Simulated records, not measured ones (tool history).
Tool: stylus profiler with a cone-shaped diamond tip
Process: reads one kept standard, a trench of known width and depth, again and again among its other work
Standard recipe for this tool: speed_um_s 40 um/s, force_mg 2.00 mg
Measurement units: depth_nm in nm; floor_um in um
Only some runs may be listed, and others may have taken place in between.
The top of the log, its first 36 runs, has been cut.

Run 37, hour 776.3: usual settings but speed_um_s 37 um/s, force_mg 3.37 mg. Result: depth_nm 202.51 nm, floor_um 47.09 um.
Run 38, hour 800.4: usual settings but speed_um_s 61 um/s, force_mg 1.07 mg. Result: depth_nm 201.09 nm, floor_um 46.69 um.
Run 39, hour 817.0: usual settings but speed_um_s 25 um/s, force_mg 3.89 mg. Result: depth_nm 202.88 nm, floor_um 47.09 um.
Run 40, hour 840.7: usual settings but speed_um_s 59 um/s, force_mg 1.79 mg. Result: depth_nm 201.60 nm, floor_um 46.77 um.
Run 41, hour 861.9: usual settings but speed_um_s 102 um/s, force_mg 1.42 mg. Result: depth_nm 201.37 nm, floor_um 46.32 um.
Run 42, hour 880.6: usual settings but speed_um_s 13 um/s, force_mg 4.82 mg. Result: depth_nm 203.27 nm, floor_um 47.15 um.
Run 43, hour 906.0: usual settings but speed_um_s 119 um/s, force_mg 0.89 mg. Result: depth_nm 200.96 nm, floor_um 45.93 um.
Run 44, hour 921.7: usual settings but speed_um_s 74 um/s, force_mg 5.94 mg. Result: depth_nm 203.81 nm, floor_um 46.79 um.
Run 45, hour 933.7: usual settings but speed_um_s 15 um/s, force_mg 4.19 mg. Result: depth_nm 202.98 nm, floor_um 46.98 um.
Run 46, hour 951.3: usual settings but speed_um_s 10 um/s, force_mg 3.97 mg. Result: depth_nm 202.87 nm, floor_um 47.02 um.

Branching from run 46: 3 alternative next runs. What would each branch give?
Run A, hour 964.8: usual settings but speed_um_s 21 um/s, force_mg 1.07 mg. Result: depth_nm ?, floor_um ?.
Run B, hour 964.8: usual settings but speed_um_s 65 um/s, force_mg 3.97 mg. Result: depth_nm ?, floor_um ?.
Run C, hour 964.8: usual settings but speed_um_s 23 um/s. Result: depth_nm ?, floor_um ?.

run  depth_nm  floor_um
  A    201.12     46.87
  B    202.89     46.79
  C    201.75     46.96
The same runs, with their run-to-run variation unchanged, on a tool lacking any hidden condition would have given:
run  depth_nm  floor_um
  A    201.28     47.85
  B    203.05     47.77
  C    201.91     47.94
